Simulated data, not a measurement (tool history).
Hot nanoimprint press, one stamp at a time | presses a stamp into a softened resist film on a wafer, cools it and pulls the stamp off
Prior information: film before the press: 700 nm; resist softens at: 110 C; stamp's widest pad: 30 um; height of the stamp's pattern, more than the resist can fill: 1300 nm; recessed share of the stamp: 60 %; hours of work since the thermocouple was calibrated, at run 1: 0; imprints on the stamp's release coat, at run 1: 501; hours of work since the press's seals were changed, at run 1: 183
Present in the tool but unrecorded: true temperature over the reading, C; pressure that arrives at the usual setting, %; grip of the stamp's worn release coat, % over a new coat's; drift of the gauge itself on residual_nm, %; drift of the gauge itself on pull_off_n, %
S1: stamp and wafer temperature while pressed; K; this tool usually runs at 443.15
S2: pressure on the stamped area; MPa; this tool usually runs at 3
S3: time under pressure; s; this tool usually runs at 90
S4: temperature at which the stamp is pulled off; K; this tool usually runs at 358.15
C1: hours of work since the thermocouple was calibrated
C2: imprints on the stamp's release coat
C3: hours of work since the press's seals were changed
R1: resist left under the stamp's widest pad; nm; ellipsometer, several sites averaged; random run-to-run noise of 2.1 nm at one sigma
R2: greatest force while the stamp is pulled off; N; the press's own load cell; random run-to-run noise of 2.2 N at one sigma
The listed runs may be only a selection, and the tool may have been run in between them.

run	hour	S1	S2	S3	S4	C1	C2	C3	R1	R2
1	0	443.15	3	90	358.15	0	501	183	345.6	116
2	6.1	443.15	3	90	358.15	3	522	186	346.9	116
3	10	443.15	3	90	358.15	6	535	189	348.3	119
4	18.5	448.15	3	90	358.15	10	564	193	264.1	115
5	23.3	448.15	3	90	358.15	13	581	196	263.1	119
6	27.6	448.15	3	90	358.15	15	595	198	261.4	117
7	35.4	443.15	4.06	90	358.15	20	622	203	305.1	118
8	43.6	443.15	3	90	358.15	24	650	207	350.4	119
9	50.2	443.15	3	90	358.15	28	672	211	350.7	124
10	57.6	443.15	2.03	90	358.15	32	697	215	416	123
11	66.3	443.15	2.03	90	358.15	37	727	220	411.5	123
12	72.6	443.15	2.03	90	358.15	41	748	224	409.7	127
13	79.4	443.15	2.03	90	358.15	45	772	227	411.4	130
14	85.9	443.15	2.03	90	358.15	48	793	231	410.1	131
15	93.7	443.15	2.03	90	358.15	53	820	235	411	124
16	101.3	449.15	2.03	125	359.15	57	846	240	269.2	124
# hour 105.1: plate thermocouple calibrated
17	112.3	449.15	2.03	125	359.15	4	873	244	270.7	126
18	119.9	443.15	4.42	90	362.15	8	899	248	299.8	122
# hour 125.5: plate thermocouple calibrated, once more
19	129.4	443.15	4.42	90	362.15	2	921	252	287.7	121
20	135.4	443.15	4.42	90	362.15	6	941	255	287.5	124
21	142.9	443.15	4.42	90	362.15	10	967	260	288.5	120
22	147.4	443.15	4.42	90	362.15	12	982	262	289.3	128
23	156	443.15	4.42	90	362.15	17	1012	267	291.3	127
24	163.9	450.15	3	46	354.15	21	1038	271	306.3	148
25	171.1	450.15	3	147	352.15	26	1063	275	195	154
26	176.7	450.15	3	147	352.15	29	1082	279	192.8	154
# hour 183.7: stamp cleaned and given a new release coat
27	188.1	437.15	2.08	90	355.15	32	15	282	523.8	106
28	195.4	434.15	3	90	358.15	36	40	286	524.5	100
29	202.5	443.15	3	99	364.15	40	64	290	338.9	88
30	206.5	451.15	1.92	166	356.15	42	78	292	218.5	102

4 ways to go on from here, each from the tool as it stands after run 30. What would each give?
A	213.1	449.15	1.92	166	356.15	46	100	296	?	?
B	213.1	439.15	3	90	358.15	46	100	296	?	?
C	213.1	432.15	1.92	166	356.15	46	100	296	?	?
D	213.1	451.15	1.92	89	351.15	46	100	296	?	?

run	R1	R2
A	246.3	100
B	425.1	99
C	551.9	105
D	277.9	114
Without the tool's unlogged condition, the same runs would have read:
run	R1	R2
A	242.1	96
B	418.2	95
C	546.9	101
D	273.4	110

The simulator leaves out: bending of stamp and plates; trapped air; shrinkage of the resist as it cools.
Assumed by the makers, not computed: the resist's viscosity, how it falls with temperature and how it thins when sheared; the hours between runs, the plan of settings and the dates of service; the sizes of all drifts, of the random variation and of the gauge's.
